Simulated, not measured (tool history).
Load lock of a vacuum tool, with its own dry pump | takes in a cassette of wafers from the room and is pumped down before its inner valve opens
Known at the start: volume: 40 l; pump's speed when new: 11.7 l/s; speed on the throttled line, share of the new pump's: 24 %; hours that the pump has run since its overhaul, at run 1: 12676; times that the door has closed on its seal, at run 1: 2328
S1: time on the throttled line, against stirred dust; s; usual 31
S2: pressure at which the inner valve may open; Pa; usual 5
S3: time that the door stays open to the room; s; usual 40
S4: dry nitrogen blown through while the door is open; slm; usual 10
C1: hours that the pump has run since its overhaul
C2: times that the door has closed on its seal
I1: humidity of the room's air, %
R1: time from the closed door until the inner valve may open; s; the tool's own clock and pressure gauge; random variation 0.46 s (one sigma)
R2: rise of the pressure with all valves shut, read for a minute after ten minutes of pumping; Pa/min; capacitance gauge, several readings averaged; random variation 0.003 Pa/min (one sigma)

{"run": 1, "hour": 0.0, "S1": 31, "S2": 5, "S3": 40, "S4": 10, "C1": 12676, "C2": 2328, "I1": 45.6, "R1": 57.6, "R2": 0.047}
{"run": 2, "hour": 88.1, "S1": 31, "S2": 5, "S3": 40, "S4": 10, "C1": 12764, "C2": 2483, "I1": 46, "R1": 57.6, "R2": 0.045}
{"run": 3, "hour": 180.7, "S1": 31, "S2": 5, "S3": 40, "S4": 10, "C1": 12856, "C2": 2645, "I1": 44.3, "R1": 58.1, "R2": 0.039}
{"run": 4, "hour": 232.4, "S1": 31, "S2": 5, "S3": 40, "S4": 10, "C1": 12908, "C2": 2736, "I1": 46.6, "R1": 58.2, "R2": 0.045}
{"run": 5, "hour": 320.5, "S1": 37, "S2": 5, "S3": 40, "S4": 10, "C1": 12996, "C2": 2890, "I1": 44.5, "R1": 62.2, "R2": 0.046}
{"run": 6, "hour": 374.5, "S1": 31, "S2": 5, "S3": 92, "S4": 10, "C1": 13050, "C2": 2985, "I1": 45, "R1": 57.8, "R2": 0.074}
{"run": 7, "hour": 444.6, "S1": 31, "S2": 8, "S3": 40, "S4": 10, "C1": 13120, "C2": 3108, "I1": 48.4, "R1": 56, "R2": 0.051}
{"run": 8, "hour": 552.7, "S1": 31, "S2": 8, "S3": 40, "S4": 10, "C1": 13228, "C2": 3298, "I1": 49, "R1": 56.3, "R2": 0.047}
{"run": 9, "hour": 649.2, "S1": 31, "S2": 5, "S3": 40, "S4": 17, "C1": 13325, "C2": 3467, "I1": 44, "R1": 58, "R2": 0.04}
{"run": 10, "hour": 754.4, "S1": 31, "S2": 7, "S3": 40, "S4": 10, "C1": 13430, "C2": 3651, "I1": 45.4, "R1": 56, "R2": 0.048}
{"run": 11, "hour": 862.7, "S1": 31, "S2": 7, "S3": 40, "S4": 10, "C1": 13538, "C2": 3841, "I1": 43.5, "R1": 56.5, "R2": 0.047}
{"run": 12, "hour": 977.4, "S1": 31, "S2": 5, "S3": 40, "S4": 10, "C1": 13653, "C2": 4043, "I1": 45.7, "R1": 57.6, "R2": 0.05}
{"run": 13, "hour": 1086.8, "S1": 46, "S2": 5, "S3": 40, "S4": 10, "C1": 13762, "C2": 4234, "I1": 43.3, "R1": 68.9, "R2": 0.044}
{"run": 14, "hour": 1156.1, "S1": 31, "S2": 5, "S3": 161, "S4": 5, "C1": 13832, "C2": 4356, "I1": 43.6, "R1": 58, "R2": 0.118}
{"run": 15, "hour": 1235.9, "S1": 31, "S2": 5, "S3": 161, "S4": 5, "C1": 13912, "C2": 4496, "I1": 46.7, "R1": 57.7, "R2": 0.127}
{"run": 16, "hour": 1348.0, "S1": 31, "S2": 5, "S3": 161, "S4": 5, "C1": 14024, "C2": 4693, "I1": 45.5, "R1": 57.7, "R2": 0.121}
{"run": 17, "hour": 1461.7, "S1": 31, "S2": 5, "S3": 161, "S4": 5, "C1": 14137, "C2": 4892, "I1": 42.6, "R1": 58.3, "R2": 0.119}
{"run": 18, "hour": 1561.1, "S1": 31, "S2": 5, "S3": 161, "S4": 5, "C1": 14237, "C2": 5066, "I1": 45.5, "R1": 57.2, "R2": 0.13}
{"run": 19, "hour": 1636.8, "S1": 38, "S2": 4, "S3": 230, "S4": 5, "C1": 14312, "C2": 5199, "I1": 44.1, "R1": 64.7, "R2": 0.155}
{"run": 20, "hour": 1718.6, "S1": 45, "S2": 5, "S3": 26, "S4": 29, "C1": 14394, "C2": 5343, "I1": 42.1, "R1": 68.9, "R2": 0.019}
{"run": 21, "hour": 1797.1, "S1": 45, "S2": 5, "S3": 26, "S4": 29, "C1": 14473, "C2": 5480, "I1": 43, "R1": 68.4, "R2": 0.024}
{"run": 22, "hour": 1886.2, "S1": 31, "S2": 5, "S3": 57, "S4": 34, "C1": 14562, "C2": 5637, "I1": 43.8, "R1": 58, "R2": 0.029}
{"run": 23, "hour": 1954.2, "S1": 31, "S2": 4, "S3": 57, "S4": 34, "C1": 14630, "C2": 5756, "I1": 47.1, "R1": 59.9, "R2": 0.036}
{"run": 24, "hour": 2052.6, "S1": 20, "S2": 5, "S3": 40, "S4": 6, "C1": 14728, "C2": 5929, "I1": 43.9, "R1": 50.1, "R2": 0.057}

3 ways to go on from here, each from the tool as it stands after run 24. What would each give?
{"run": "A", "hour": 2119.6, "S1": 26, "S2": 5, "S3": 40, "S4": 10, "C1": 14795, "C2": 6046, "I1": 48.4, "R1": "?", "R2": "?"}
{"run": "B", "hour": 2119.6, "S1": 20, "S2": 5, "S3": 40, "S4": 45, "C1": 14795, "C2": 6046, "I1": 46.8, "R1": "?", "R2": "?"}
{"run": "C", "hour": 2119.6, "S1": 29, "S2": 4, "S3": 40, "S4": 36, "C1": 14795, "C2": 6046, "I1": 44.4, "R1": "?", "R2": "?"}

run=A R1=54.5 R2=0.05
run=B R1=49.1 R2=0.02
run=C R1=58.1 R2=0.027
Without the tool's hidden state the same runs would have given:
run=A R1=54.5 R2=0.05
run=B R1=49.1 R2=0.02
run=C R1=58 R2=0.027
